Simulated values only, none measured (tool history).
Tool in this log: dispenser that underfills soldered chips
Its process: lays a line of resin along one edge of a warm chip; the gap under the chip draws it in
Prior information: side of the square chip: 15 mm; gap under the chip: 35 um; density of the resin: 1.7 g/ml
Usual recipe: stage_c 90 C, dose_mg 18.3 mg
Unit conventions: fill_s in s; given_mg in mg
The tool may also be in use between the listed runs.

run,hour,stage_c,dose_mg,fill_s,given_mg
1,0,90,18.3,494.1,17.29
2,6.7,90,18.2,386.8,17.25
3,13.2,90,18.3,459.2,17.25
4,20.8,87,18.3,403.7,17.29
5,28.3,85,18.3,537.2,17.05
6,34.9,85,18.3,411.2,17.12
7,40.1,90,18.3,399.8,16.96
8,43.6,90,18.3,446.1,16.84
9,50,90,18.3,346.7,16.88
10,57,90,18.3,395.5,18.43
11,63.2,78,18.3,764.7,18.09
12,67.8,90,18.3,353.5,18.22
13,73.2,90,18.3,409.7,18.31
14,76.4,90,18.3,453.6,18.07
15,82.6,90,18.3,341.6,18.14
16,87.8,90,18.3,396.4,18.11
17,95.3,90,19.5,492.5,19.11
18,103.2,101,19.5,263.4,18.97
19,108.4,82,17.6,648.5,17.16
20,116.5,82,17.6,509.1,17.09
21,123,95,19,371.5,18.34
22,131.2,95,19,293.2,18.12
23,138.5,95,19,371.6,18.3
24,142.6,98,16.5,389.3,15.7
25,149.1,88,18.3,418.6,17.53
26,153.5,99,21.3,301.5,20.22
27,158.3,97,20.4,377,19.55
28,164.5,93,20,336.6,18.87
29,168.9,93,20,384.2,18.93
30,176.7,94,18.3,311.7,17.24
31,184.6,94,18.3,382.6,16.96
32,192.1,77,17.7,597.8,16.29
33,200,77,17.7,742.2,16.38
34,206.4,86,17.7,598.8,17.71
35,214.2,105,16,248.1,15.93
36,221.9,102,22.5,321.1,22.24

Withheld: 16 entries from between the runs. Position of each, and hidden state at the listed run before versus the listed run after:
In the gap between runs 1 and 2: new syringe of resin (hour 1.9)
  resin's viscosity, % of fresh resin's: 150.5 -> 116.6; dose that the valve gives, % of what is set: 95.1 -> 94.72; true chip temperature over the reading, C: -0.19 -> -0.22
  what was measured, less what the result would be without the hidden state, fill_s: +172.7 -> +62.8 s; given_mg: -0.89 -> -0.97 mg
In the gap between runs 3 and 4: new syringe of resin (hour 17.8)
  resin's viscosity, % of fresh resin's: 141.2 -> 108.9; dose that the valve gives, % of what is set: 94.39 -> 94.01; true chip temperature over the reading, C: -0.24 -> -0.26
  what was measured, less what the result would be without the hidden state, fill_s: +142.2 -> +43 s; given_mg: -1.02 -> -1.09 mg
In the gap between runs 5 and 6: new syringe of resin (hour 33.6)
  resin's viscosity, % of fresh resin's: 135.6 -> 103.8; dose that the valve gives, % of what is set: 93.56 -> 93.2; true chip temperature over the reading, C: -0.29 -> -0.31
  what was measured, less what the result would be without the hidden state, fill_s: +152.9 -> +27.3 s; given_mg: -1.17 -> -1.25 mg
In the gap between runs 8 and 9: new syringe of resin (hour 49)
  resin's viscosity, % of fresh resin's: 134 -> 102.9; dose that the valve gives, % of what is set: 92.7 -> 92.34; true chip temperature over the reading, C: -0.34 -> -0.36
  what was measured, less what the result would be without the hidden state, fill_s: +124.4 -> +22 s; given_mg: -1.33 -> -1.4 mg
In the gap between runs 9 and 10: dispensing valve cleaned and set on the balance (hour 56.9)
  resin's viscosity, % of fresh resin's: 102.9 -> 122.7; dose that the valve gives, % of what is set: 92.34 -> 100.36; true chip temperature over the reading, C: -0.36 -> -0.38
  what was measured, less what the result would be without the hidden state, fill_s: +22 -> +77.5 s; given_mg: -1.4 -> +0.06 mg
In the gap between runs 11 and 12: new syringe of resin (hour 65.4)
  resin's viscosity, % of fresh resin's: 147.3 -> 107.9; dose that the valve gives, % of what is set: 99.99 -> 99.74; true chip temperature over the reading, C: -0.4 -> -0.42
  what was measured, less what the result would be without the hidden state, fill_s: +253.9 -> +31.3 s; given_mg: +0 -> -0.05 mg
In the gap between runs 14 and 15: new syringe of resin (hour 81.1)
  resin's viscosity, % of fresh resin's: 139 -> 104.6; dose that the valve gives, % of what is set: 99.27 -> 98.93; true chip temperature over the reading, C: -0.44 -> -0.46
  what was measured, less what the result would be without the hidden state, fill_s: +133.2 -> +21.7 s; given_mg: -0.14 -> -0.2 mg
In the gap between runs 17 and 18: new syringe of resin (hour 96.8)
  resin's viscosity, % of fresh resin's: 151.9 -> 121.4; dose that the valve gives, % of what is set: 98.21 -> 97.74; true chip temperature over the reading, C: -0.5 -> -0.53
  what was measured, less what the result would be without the hidden state, fill_s: +175.5 -> +51.3 s; given_mg: -0.35 -> -0.44 mg
In the gap between runs 19 and 20: new syringe of resin (hour 112.4)
  resin's viscosity, % of fresh resin's: 141 -> 112.9; dose that the valve gives, % of what is set: 97.47 -> 97; true chip temperature over the reading, C: -0.54 -> -0.57
  what was measured, less what the result would be without the hidden state, fill_s: +201.8 -> +72.2 s; given_mg: -0.45 -> -0.52 mg
In the gap between runs 21 and 22: new syringe of resin (hour 128)
  resin's viscosity, % of fresh resin's: 136.6 -> 108.8; dose that the valve gives, % of what is set: 96.63 -> 96.19; true chip temperature over the reading, C: -0.59 -> -0.62
  what was measured, less what the result would be without the hidden state, fill_s: +107.5 -> +32.1 s; given_mg: -0.64 -> -0.72 mg
In the gap between runs 24 and 25: new syringe of resin (hour 143.5)
  resin's viscosity, % of fresh resin's: 152.1 -> 115.3; dose that the valve gives, % of what is set: 95.55 -> 95.2; true chip temperature over the reading, C: -0.66 -> -0.68
  what was measured, less what the result would be without the hidden state, fill_s: +143.8 -> +69.6 s; given_mg: -0.74 -> -0.88 mg
In the gap between runs 27 and 28: new syringe of resin (hour 159.2)
  resin's viscosity, % of fresh resin's: 150.9 -> 115.7; dose that the valve gives, % of what is set: 94.69 -> 94.36; true chip temperature over the reading, C: -0.7 -> -0.72
  what was measured, less what the result would be without the hidden state, fill_s: +135.9 -> +56.5 s; given_mg: -1.09 -> -1.13 mg
In the gap between runs 29 and 30: new syringe of resin (hour 174.9)
  resin's viscosity, % of fresh resin's: 131.6 -> 105.8; dose that the valve gives, % of what is set: 94.12 -> 93.7; true chip temperature over the reading, C: -0.74 -> -0.76
  what was measured, less what the result would be without the hidden state, fill_s: +103.5 -> +30.5 s; given_mg: -1.19 -> -1.16 mg
In the gap between runs 31 and 32: new syringe of resin (hour 190.9)
  resin's viscosity, % of fresh resin's: 133.4 -> 103.2; dose that the valve gives, % of what is set: 93.26 -> 92.86; true chip temperature over the reading, C: -0.79 -> -0.82
  what was measured, less what the result would be without the hidden state, fill_s: +109.5 -> +50.6 s; given_mg: -1.24 -> -1.26 mg
In the gap between runs 33 and 34: dispensing valve cleaned and set on the balance (hour 201.6)
  resin's viscosity, % of fresh resin's: 129.7 -> 152; dose that the valve gives, % of what is set: 92.45 -> 99.72; true chip temperature over the reading, C: -0.84 -> -0.86
  what was measured, less what the result would be without the hidden state, fill_s: +203 -> +218 s; given_mg: -1.34 -> -0.05 mg
In the gap between runs 34 and 35: new syringe of resin (hour 207.4)
  resin's viscosity, % of fresh resin's: 152 -> 122.7; dose that the valve gives, % of what is set: 99.72 -> 99.25; true chip temperature over the reading, C: -0.86 -> -0.89
  what was measured, less what the result would be without the hidden state, fill_s: +218 -> +52.8 s; given_mg: -0.05 -> -0.12 mg
